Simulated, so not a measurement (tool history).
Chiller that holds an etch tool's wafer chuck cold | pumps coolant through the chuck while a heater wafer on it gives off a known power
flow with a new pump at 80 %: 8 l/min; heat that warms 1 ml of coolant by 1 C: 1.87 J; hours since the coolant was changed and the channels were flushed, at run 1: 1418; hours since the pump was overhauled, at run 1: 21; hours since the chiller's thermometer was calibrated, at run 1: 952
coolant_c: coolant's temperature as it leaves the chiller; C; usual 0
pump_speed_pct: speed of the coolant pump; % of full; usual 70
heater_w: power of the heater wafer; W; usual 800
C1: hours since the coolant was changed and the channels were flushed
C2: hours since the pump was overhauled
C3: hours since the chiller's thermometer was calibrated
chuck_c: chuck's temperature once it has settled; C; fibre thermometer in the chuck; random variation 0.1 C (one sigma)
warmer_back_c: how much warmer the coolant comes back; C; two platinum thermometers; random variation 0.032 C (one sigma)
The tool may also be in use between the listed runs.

Run 1, hour 0.0: usual settings; C1 1418; C2 21; C3 952. Result: chuck_c 9.5 C, warmer_back_c 3.68 C.
Run 2, hour 72.9: usual settings; C1 1491; C2 94; C3 1025. Result: chuck_c 9.4 C, warmer_back_c 3.73 C.
Run 3, hour 154.5: usual settings; C1 1572; C2 176; C3 1107. Result: chuck_c 9.5 C, warmer_back_c 3.70 C.
Run 4, hour 219.6: usual settings; C1 1637; C2 241; C3 1172. Result: chuck_c 9.6 C, warmer_back_c 3.74 C.
Run 5, hour 323.0: usual settings; C1 1741; C2 344; C3 1275. Result: chuck_c 9.7 C, warmer_back_c 3.78 C.
Run 6, hour 424.5: usual settings; C1 1842; C2 446; C3 1377. Result: chuck_c 9.9 C, warmer_back_c 3.77 C.
Run 7, hour 538.4: usual settings; C1 1956; C2 560; C3 1491. Result: chuck_c 9.7 C, warmer_back_c 3.74 C.
Run 8, hour 652.6: usual settings; C1 2070; C2 674; C3 1605. Result: chuck_c 9.9 C, warmer_back_c 3.77 C.
Run 9, hour 732.6: usual settings but pump_speed_pct 88 % of full; C1 2150; C2 754; C3 1685. Result: chuck_c 8.4 C, warmer_back_c 2.99 C.
Run 10, hour 828.8: usual settings but pump_speed_pct 77 % of full, heater_w 462 W; C1 2247; C2 850; C3 1781. Result: chuck_c 5.4 C, warmer_back_c 2.05 C.
Run 11, hour 883.3: usual settings but coolant_c 4 C, pump_speed_pct 77 % of full, heater_w 462 W; C1 2301; C2 905; C3 1836. Result: chuck_c 9.3 C, warmer_back_c 1.94 C.
Run 12, hour 996.7: usual settings but coolant_c 4 C, pump_speed_pct 77 % of full, heater_w 462 W; C1 2414; C2 1018; C3 1949. Result: chuck_c 9.6 C, warmer_back_c 1.99 C.
Run 13, hour 1084.4: usual settings but coolant_c -3 C, pump_speed_pct 92 % of full, heater_w 816 W; C1 2502; C2 1106; C3 2037. Result: chuck_c 5.3 C, warmer_back_c 2.95 C.
Run 14, hour 1192.4: usual settings but coolant_c -3 C, pump_speed_pct 92 % of full, heater_w 816 W; C1 2610; C2 1214; C3 2145. Result: chuck_c 5.5 C, warmer_back_c 2.88 C.
Run 15, hour 1246.0: usual settings but coolant_c -3 C, pump_speed_pct 92 % of full, heater_w 816 W; C1 2664; C2 1267; C3 2198. Result: chuck_c 5.4 C, warmer_back_c 2.87 C.
At hour 1295.4: chiller's thermometer calibrated.
Run 16, hour 1295.4: usual settings but coolant_c -3 C, pump_speed_pct 92 % of full, heater_w 816 W; C1 2712; C2 1316; C3 0. Result: chuck_c 5.2 C, warmer_back_c 2.90 C.

Hidden state at the last listed run before each entry between runs and at the first one after, where it differs:
Between runs 15 and 16: chiller's thermometer calibrated (hour 1295.4)
  heat passed by the chuck's channels, % of clean ones': 87.5 -> 87.3; flow at a given pump speed, % of a new pump's: 97.3 -> 97.2; coolant's true temperature over the reading, C: 0.3 -> -0.03
  measured less the result without the state, chuck_c: +1.2 -> +1.0 C; warmer_back_c: +0.08 -> +0.09 C

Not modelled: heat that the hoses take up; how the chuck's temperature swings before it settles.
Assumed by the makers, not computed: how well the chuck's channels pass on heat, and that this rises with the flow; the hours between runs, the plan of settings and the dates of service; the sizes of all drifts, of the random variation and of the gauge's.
